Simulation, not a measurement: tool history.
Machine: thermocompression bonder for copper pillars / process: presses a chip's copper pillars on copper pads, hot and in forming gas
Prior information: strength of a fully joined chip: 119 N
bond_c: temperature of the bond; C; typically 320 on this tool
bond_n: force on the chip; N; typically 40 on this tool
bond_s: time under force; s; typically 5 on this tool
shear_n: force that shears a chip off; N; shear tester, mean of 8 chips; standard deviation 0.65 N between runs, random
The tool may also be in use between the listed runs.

| run | hour | bond_c | bond_n | bond_s | shear_n |
|---|---|---|---|---|---|
| 1 | 0.0 | 320 | 40 | 5 | 80.3 |
| 2 | 31.5 | 320 | 40 | 5 | 78.8 |
| 3 | 79.6 | 320 | 40 | 5 | 78.2 |
|  | 98.9 | force cell calibrated |
|  | 130.9 | forming gas filter changed |
| 4 | 133.8 | 320 | 40 | 5 | 80.8 |
| 5 | 193.8 | 320 | 40 | 3 | 66.3 |
| 6 | 253.9 | 320 | 40 | 3 | 66.1 |
| 7 | 308.7 | 320 | 40 | 3 | 64.0 |
| 8 | 368.7 | 320 | 40 | 3 | 62.8 |
|  | 380.9 | forming gas filter changed |
| 9 | 415.0 | 320 | 40 | 5 | 77.2 |
| 10 | 481.8 | 323 | 40 | 5 | 77.7 |
| 11 | 551.1 | 318 | 40 | 5 | 73.1 |
| 12 | 605.0 | 310 | 40 | 5 | 65.3 |
|  | 630.2 | forming gas filter changed |
| 13 | 640.8 | 310 | 40 | 5 | 70.3 |
| 14 | 690.5 | 309 | 40 | 5 | 68.8 |
| 15 | 750.9 | 309 | 40 | 9 | 79.8 |
| 16 | 809.3 | 309 | 40 | 9 | 77.3 |
| 17 | 847.5 | 304 | 40 | 5 | 60.3 |
|  | 878.8 | forming gas filter changed |
| 18 | 905.1 | 296 | 40 | 5 | 58.3 |
| 19 | 951.0 | 296 | 40 | 5 | 57.2 |
| 20 | 985.3 | 296 | 40 | 5 | 56.3 |
| 21 | 1035.7 | 292 | 36 | 14 | 65.2 |
| 22 | 1089.5 | 292 | 36 | 14 | 65.4 |
|  | 1128.2 | forming gas filter changed |
| 23 | 1132.6 | 330 | 36 | 14 | 96.5 |
| 24 | 1206.8 | 330 | 36 | 14 | 95.6 |
| 25 | 1247.6 | 349 | 26 | 6 | 70.6 |
| 26 | 1289.0 | 349 | 26 | 6 | 70.6 |
| 27 | 1363.1 | 329 | 24 | 10 | 61.0 |
|  | 1381.2 | forming gas filter changed |
| 28 | 1439.1 | 298 | 35 | 11 | 64.8 |
| 29 | 1470.7 | 298 | 35 | 11 | 63.8 |
| 30 | 1518.9 | 333 | 44 | 5 | 86.7 |
| 31 | 1562.2 | 319 | 44 | 8 | 84.3 |
| 32 | 1613.1 | 347 | 44 | 8 | 100.5 |
|  | 1636.1 | forming gas filter changed |
| 33 | 1666.5 | 339 | 40 | 5 | 87.1 |
| 34 | 1736.0 | 339 | 40 | 5 | 85.5 |
|  | 1763.4 | heater calibrated with a thermocouple chip |
| 35 | 1781.4 | 320 | 28 | 9 | 72.2 |
| 36 | 1843.8 | 320 | 28 | 9 | 70.3 |
|  | 1888.4 | forming gas filter changed |
| 37 | 1910.2 | 339 | 40 | 7 | 100.8 |
| 38 | 1980.4 | 339 | 28 | 13 | 91.7 |

A few steps of shear_n between consecutive runs. Split each: what settings, incoming material and random variation would produce without the hidden state, and what is left over for the hidden state, along with gauge scatter present in only one of the two compared results (measured, and without hidden state):
Hidden conditions of the tool in this case: true temperature of the bond over the reading, C; force that reaches the chip, % of what is set; oxide that the forming gas leaves, % of the face; drift of the gauge itself on shear_n, %.
Run 12 -> 13: forming gas filter changed. shear_n +5.0 N: hidden state +3.8, all else +1.2.
Run 22 -> 23: bond_c 292 -> 330, forming gas filter changed. shear_n +31.1 N: hidden state +5.9, all else +25.2.
Run 24 -> 25: bond_c 330 -> 349, bond_n 36 -> 26, bond_s 14 -> 6. shear_n -25.0 N: hidden state -1.3, all else -23.7.
Run 34 -> 35: bond_c 339 -> 320, bond_n 40 -> 28, bond_s 5 -> 9, heater calibrated with a thermocouple chip. shear_n -13.3 N: hidden state +8.5, all else -21.8.
Run 36 -> 37: bond_c 320 -> 339, bond_n 28 -> 40, bond_s 9 -> 7, forming gas filter changed. shear_n +30.5 N: hidden state +2.9, all else +27.6.

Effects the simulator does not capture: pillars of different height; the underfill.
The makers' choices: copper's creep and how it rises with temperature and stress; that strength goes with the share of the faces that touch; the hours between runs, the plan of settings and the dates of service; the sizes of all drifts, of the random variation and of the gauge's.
